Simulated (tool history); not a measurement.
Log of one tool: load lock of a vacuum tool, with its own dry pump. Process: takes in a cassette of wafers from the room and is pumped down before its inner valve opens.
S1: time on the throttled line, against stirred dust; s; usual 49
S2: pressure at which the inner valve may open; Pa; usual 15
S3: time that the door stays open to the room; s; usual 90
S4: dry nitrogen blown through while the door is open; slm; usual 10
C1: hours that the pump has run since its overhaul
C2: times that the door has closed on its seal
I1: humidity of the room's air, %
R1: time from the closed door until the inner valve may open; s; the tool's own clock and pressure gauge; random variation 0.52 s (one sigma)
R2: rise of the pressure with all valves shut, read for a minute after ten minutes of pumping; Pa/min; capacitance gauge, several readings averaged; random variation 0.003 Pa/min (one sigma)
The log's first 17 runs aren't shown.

run,hour,S1,S2,S3,S4,C1,C2,I1,R1,R2
18,1450.3,49,15,90,10,7296,16443,43.2,75.2,0.097
19,1495.6,49,15,90,10,7342,16668,45,74.7,0.099
20,1601.7,49,15,90,10,7448,17197,44.1,75,0.106
21,1699.2,36,16,78,8,7545,17682,45.9,65.2,0.108
22,1775.4,36,16,78,8,7621,18062,43.6,64.6,0.11
23,1863.5,26,21,90,10,7710,18501,42.1,55.3,0.119
24,1974.2,36,21,90,13,7820,19052,48.5,63,0.115
25,2071.7,49,15,90,42,7918,19537,43.8,76.4,0.103
26,2153.8,49,15,90,42,8000,19946,43.6,75.3,0.101
27,2204.1,49,15,90,42,8050,20197,45.7,76.2,0.115
28,2278.1,32,14,198,10,8124,20566,45.6,62,0.142
29,2331.1,32,14,198,10,8177,20829,42.4,61.1,0.138
30,2376,32,14,198,10,8222,21053,43.2,61.7,0.14
31,2423,32,14,198,10,8269,21287,47.8,62.3,0.152
32,2509.5,49,20,226,10,8356,21718,45.5,74.8,0.15
33,2584,40,15,66,5,8430,22089,45.4,68.7,0.143
34,2688.9,52,15,40,10,8535,22612,49.2,79.8,0.138
35,2740.7,52,15,40,10,8587,22869,45.7,78.7,0.137
36,2822.2,49,15,69,10,8668,23276,45.2,76,0.141
37,2893.8,49,15,90,5,8740,23632,42.9,76.4,0.147

Forecast each of these 3 alternatives for the next run:
A,2982.7,49,22,99,11,8829,24075,45.7,?,?
B,2982.7,98,15,90,10,8829,24075,43.9,?,?
C,2982.7,49,15,90,24,8829,24075,45.1,?,?

run,R1,R2
A,74.1,0.149
B,117,0.153
C,77.1,0.143
Without the tool's hidden state the same runs would have given:
run,R1,R2
A,69.5,0.024
B,113.6,0.029
C,72.2,0.02
